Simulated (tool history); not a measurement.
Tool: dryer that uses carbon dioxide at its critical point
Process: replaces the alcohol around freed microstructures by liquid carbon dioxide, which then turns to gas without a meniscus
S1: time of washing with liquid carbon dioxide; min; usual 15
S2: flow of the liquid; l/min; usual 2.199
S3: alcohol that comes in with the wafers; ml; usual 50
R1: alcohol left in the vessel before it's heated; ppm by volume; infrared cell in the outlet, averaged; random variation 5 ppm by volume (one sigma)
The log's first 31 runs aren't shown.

run,day,S1,S2,S3,R1
32,35.479,12,1.490,116,1592
33,36.146,12,1.490,116,1599
34,37.696,23,1.490,76,227
35,38.362,23,1.490,76,246
# day 38.638: inlet filter changed
36,39.758,10,2.199,59,464
37,41.062,10,2.199,59,461
38,42.488,21,1.490,53,234
39,43.779,15,3.360,72,186
40,45.217,21,2.199,40,202
41,46.108,21,2.199,40,198
42,47.208,21,2.690,101,201
43,48.671,21,2.690,101,196
44,49.521,21,2.690,101,198
# day 49.967: purifier's bed changed
45,50.496,14,2.690,101,43
46,51.983,11,1.410,43,784

5 ways to go on from here, each from the tool as it stands after run 46. What would each give?
A,53.600,19,1.920,72,?
B,53.600,15,2.199,58,?
C,53.600,15,2.170,50,?
D,53.600,11,1.570,22,?
E,53.600,22,2.810,58,?

run,R1
A,50
B,67
C,68
D,305
E,27
Without the tool's hidden state the same runs would have given:
run,R1
A,28
B,40
C,42
D,241
E,17
